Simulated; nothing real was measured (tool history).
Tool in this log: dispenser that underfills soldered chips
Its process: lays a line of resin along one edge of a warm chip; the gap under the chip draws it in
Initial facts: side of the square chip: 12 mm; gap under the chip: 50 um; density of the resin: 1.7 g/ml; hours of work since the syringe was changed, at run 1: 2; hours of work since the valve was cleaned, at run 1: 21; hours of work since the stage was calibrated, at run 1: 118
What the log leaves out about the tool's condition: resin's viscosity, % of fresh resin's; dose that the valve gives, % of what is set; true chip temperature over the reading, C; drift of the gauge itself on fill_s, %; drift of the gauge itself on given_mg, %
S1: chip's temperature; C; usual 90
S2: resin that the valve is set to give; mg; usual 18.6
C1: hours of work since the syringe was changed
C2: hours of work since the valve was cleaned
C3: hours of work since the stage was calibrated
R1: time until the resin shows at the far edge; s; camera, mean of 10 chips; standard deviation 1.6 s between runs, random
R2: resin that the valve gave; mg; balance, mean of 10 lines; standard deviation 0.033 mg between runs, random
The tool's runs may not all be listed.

Run 1, hour 0.0: usual settings; C1 2; C2 21; C3 118. Result: R1 178.9 s, R2 18.30 mg.
Run 2, hour 3.6: usual settings; C1 5; C2 24; C3 121. Result: R1 207.0 s, R2 18.26 mg.
At hour 5.2: new syringe of resin.
Run 3, hour 8.1: usual settings; C1 2; C2 27; C3 124. Result: R1 182.6 s, R2 18.26 mg.
Run 4, hour 10.2: usual settings; C1 4; C2 29; C3 126. Result: R1 201.7 s, R2 18.25 mg.
Run 5, hour 12.3: usual settings; C1 5; C2 30; C3 128. Result: R1 220.0 s, R2 18.25 mg.
At hour 13.2: new syringe of resin.
Run 6, hour 15.6: usual settings but S2 19.0 mg; C1 2; C2 33; C3 130. Result: R1 179.1 s, R2 18.58 mg.
Run 7, hour 18.5: usual settings but S2 19.0 mg; C1 4; C2 35; C3 132. Result: R1 198.7 s, R2 18.61 mg.
At hour 21.2: new syringe of resin.
Run 8, hour 21.6: usual settings but S2 19.0 mg; C1 0; C2 37; C3 134. Result: R1 157.5 s, R2 18.56 mg.
Run 9, hour 24.9: usual settings but S1 76 C; C1 3; C2 40; C3 137. Result: R1 314.8 s, R2 18.16 mg.
Run 10, hour 27.8: usual settings; C1 5; C2 42; C3 139. Result: R1 204.8 s, R2 18.08 mg.
At hour 29.3: new syringe of resin.
Run 11, hour 32.7: usual settings; C1 3; C2 45; C3 143. Result: R1 181.7 s, R2 18.11 mg.
Run 12, hour 36.5: usual settings but S1 92 C; C1 6; C2 48; C3 145. Result: R1 197.9 s, R2 18.00 mg.
At hour 37.5: new syringe of resin.
Run 13, hour 41.0: usual settings but S1 92 C; C1 3; C2 52; C3 149. Result: R1 171.8 s, R2 18.02 mg.
Run 14, hour 43.9: usual settings but S1 92 C, S2 20.0 mg; C1 5; C2 54; C3 151. Result: R1 192.5 s, R2 19.32 mg.
At hour 45.7: new syringe of resin.
Run 15, hour 46.8: usual settings but S1 82 C; C1 1; C2 56; C3 153. Result: R1 222.6 s, R2 17.95 mg.
Run 16, hour 49.4: usual settings but S1 88 C; C1 3; C2 58; C3 155. Result: R1 195.0 s, R2 17.89 mg.
Run 17, hour 52.6: usual settings; C1 5; C2 60; C3 157. Result: R1 211.9 s, R2 17.89 mg.
At hour 53.7: new syringe of resin.
Run 18, hour 56.1: usual settings; C1 2; C2 63; C3 160. Result: R1 176.4 s, R2 17.87 mg.
Run 19, hour 60.4: usual settings but S1 81 C, S2 16.1 mg; C1 5; C2 66; C3 163. Result: R1 304.8 s, R2 15.45 mg.
At hour 61.7: new syringe of resin.
At hour 63.1: dispensing valve cleaned and set on the balance.
Run 20, hour 65.5: usual settings but S1 96 C, S2 22.5 mg; C1 2; C2 2; C3 166. Result: R1 137.3 s, R2 22.47 mg.
Run 21, hour 68.9: usual settings but S1 100 C, S2 20.9 mg; C1 5; C2 4; C3 169. Result: R1 140.3 s, R2 20.83 mg.
At hour 70.8: new syringe of resin.
Run 22, hour 73.8: usual settings but S1 100 C, S2 20.9 mg; C1 2; C2 8; C3 172. Result: R1 122.7 s, R2 20.75 mg.
Run 23, hour 76.1: usual settings but S1 82 C; C1 4; C2 10; C3 174. Result: R1 269.8 s, R2 18.50 mg.
At hour 78.7: new syringe of resin.
Run 24, hour 79.4: usual settings but S1 83 C, S2 22.8 mg; C1 1; C2 12; C3 176. Result: R1 203.6 s, R2 22.65 mg.
Run 25, hour 82.2: usual settings but S1 98 C, S2 18.7 mg; C1 3; C2 14; C3 178. Result: R1 135.6 s, R2 18.49 mg.
Run 26, hour 84.4: usual settings but S1 98 C, S2 18.7 mg; C1 4; C2 16; C3 180. Result: R1 146.1 s, R2 18.59 mg.
At hour 86.9: new syringe of resin.
Run 27, hour 88.4: usual settings but S1 101 C, S2 16.1 mg; C1 1; C2 19; C3 183. Result: R1 116.9 s, R2 15.84 mg.
Run 28, hour 92.0: usual settings but S1 97 C, S2 23.8 mg; C1 4; C2 21; C3 186. Result: R1 143.6 s, R2 23.53 mg.
At hour 95.1: new syringe of resin.
Run 29, hour 97.1: usual settings but S1 105 C, S2 18.3 mg; C1 1; C2 25; C3 189. Result: R1 99.0 s, R2 18.08 mg.
Run 30, hour 100.0: usual settings but S1 92 C, S2 19.5 mg; C1 4; C2 27; C3 192. Result: R1 177.7 s, R2 19.22 mg.
Run 31, hour 102.1: usual settings but S1 92 C, S2 19.3 mg; C1 5; C2 29; C3 193. Result: R1 191.0 s, R2 18.95 mg.
At hour 103.1: new syringe of resin.
Run 32, hour 107.0: usual settings but S1 89 C, S2 17.5 mg; C1 3; C2 33; C3 197. Result: R1 195.1 s, R2 17.14 mg.
Run 33, hour 109.4: usual settings but S1 89 C, S2 17.5 mg; C1 5; C2 34; C3 199. Result: R1 214.4 s, R2 17.15 mg.
At hour 111.3: new syringe of resin.
Run 34, hour 113.0: usual settings but S1 83 C; C1 1; C2 37; C3 201. Result: R1 213.1 s, R2 18.24 mg.
Run 35, hour 116.6: usual settings but S1 85 C, S2 16.5 mg; C1 4; C2 40; C3 204. Result: R1 242.6 s, R2 16.13 mg.

Below are 4 alternative next runs, each starting from the tool's condition after run 35. Predict each:
At hour 119.3: new syringe of resin.
Run A, hour 119.9: usual settings but S1 103 C, S2 21.0 mg; C1 1; C2 42; C3 206. Result: R1 ?, R2 ?.
At hour 119.3: new syringe of resin.
Run B, hour 119.9: usual settings but S1 85 C, S2 16.7 mg; C1 1; C2 42; C3 206. Result: R1 ?, R2 ?.
At hour 119.3: new syringe of resin.
Run C, hour 119.9: usual settings but S1 84 C; C1 1; C2 42; C3 206. Result: R1 ?, R2 ?.
At hour 119.3: new syringe of resin.
Run D, hour 119.9: usual settings but S1 95 C, S2 17.8 mg; C1 1; C2 42; C3 206. Result: R1 ?, R2 ?.

run     R1     R2
  A   96.7  20.48
  B  194.2  16.28
  C  199.3  18.12
  D  131.3  17.33
With the hidden condition removed and each run's random variation left untouched, the same runs would have given:
run     R1     R2
  A   98.1  21.03
  B  196.5  16.71
  C  202.3  18.61
  D  132.9  17.80
